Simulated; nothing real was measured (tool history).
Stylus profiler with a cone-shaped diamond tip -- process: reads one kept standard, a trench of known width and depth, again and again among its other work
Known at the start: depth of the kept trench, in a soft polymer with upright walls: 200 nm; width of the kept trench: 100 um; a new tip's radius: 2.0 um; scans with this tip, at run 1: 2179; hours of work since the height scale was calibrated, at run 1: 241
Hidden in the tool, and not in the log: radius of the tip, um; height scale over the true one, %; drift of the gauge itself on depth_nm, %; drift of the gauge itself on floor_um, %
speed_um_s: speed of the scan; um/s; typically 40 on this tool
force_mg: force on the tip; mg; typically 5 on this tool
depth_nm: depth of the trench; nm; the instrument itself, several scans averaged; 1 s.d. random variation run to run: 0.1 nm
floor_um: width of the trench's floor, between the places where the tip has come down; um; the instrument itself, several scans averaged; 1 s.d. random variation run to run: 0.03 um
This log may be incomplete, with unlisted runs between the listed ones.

run	day	speed_um_s	force_mg	scans with this tip	hours of work since the height scale was calibrated	depth_nm	floor_um
1	0	40	5	2179	241	205.63	98.17
2	0.454	122	5	2255	249	205.82	98.02
3	1.421	122	5	2415	267	205.75	98.07
4	1.896	122	5	2494	275	205.77	98.11
5	2.838	40	7.54	2650	293	207.42	98.14
6	3.833	40	5	2815	311	205.72	98.08
7	4.342	40	5	2900	320	205.85	98.15
8	5.038	40	5	3015	333	205.76	98.15
9	5.542	56	5	3099	342	205.8	98.13
10	6.258	56	5	3218	355	205.84	98.11
11	6.921	56	5	3328	367	205.87	98.14
12	7.75	56	5	3465	382	205.78	98.1
13	8.496	11	5	3589	396	205.89	98.18
14	9.167	11	5	3700	408	205.72	98.17
15	9.675	11	5	3785	418	205.84	98.15
16	10.592	121	5	3937	435	206.1	97.95
17	11.033	121	5	4010	443	205.87	98
18	11.938	121	5	4160	459	205.8	98.01
19	12.392	121	5	4235	467	205.94	98.02
20	12.9	40	5	4319	477	205.81	98.09
21	13.388	40	5	4401	486	205.91	98.12
# day 13.496: height scale calibrated on a step standard
22	14.062	40	5	4509	10	206.34	98.08
23	14.796	40	5	4631	24	206.44	98.14
24	15.479	40	5	4744	36	206.42	98.13
25	16.317	30	2.49	4883	52	204.32	98.14
# day 17.008: height scale calibrated on a step standard, once more
26	17.329	59	13.96	5047	6	210.81	98.1
27	18.188	59	13.96	5190	22	210.8	98.12
28	18.75	144	3.24	5283	32	203.97	97.86
29	19.242	15	2.01	5365	41	202.94	98.08
30	20.158	13	11.79	5517	58	209.73	98.08
31	20.625	13	11.79	5594	66	209.62	98.06
32	21.433	13	11.79	5729	81	209.72	98.12
33	22.308	13	11.79	5874	97	209.76	98.17
34	22.95	75	5.84	5980	109	206.19	98.02
35	23.925	36	9.65	6142	127	208.59	98.08
36	24.367	36	9.65	6215	135	208.35	98.06
37	25.183	13	5.51	6350	150	205.97	98.06
38	25.917	40	5	6472	163	205.58	98.07
39	26.783	40	5	6616	179	205.44	98.06
40	27.788	83	6.44	6783	197	206.62	98.01
41	28.608	30	2.05	6919	212	203.1	98.03
42	29.392	22	14.35	7048	227	211.08	98.05
43	30.05	40	2.07	7158	239	203.4	97.98
44	30.517	96	4.34	7235	247	205.18	97.95
45	31.142	96	4.34	7339	259	205.12	97.86
46	31.871	96	4.34	7460	272	205.26	97.94
47	32.571	96	4.34	7576	285	205.31	97.92

Here are 3 independent what-if runs from the current tool condition. What would each one return?
A	33.317	104	1.96	7700	299	?	?
B	33.317	37	4.85	7700	299	?	?
C	33.317	14	2.04	7700	299	?	?

run	depth_nm	floor_um
A	203.17	97.83
B	205.61	97.99
C	203.23	98.08
Without the tool's hidden state the same runs would have given:
run	depth_nm	floor_um
A	202.93	98.03
B	205.37	98.19
C	202.99	98.28
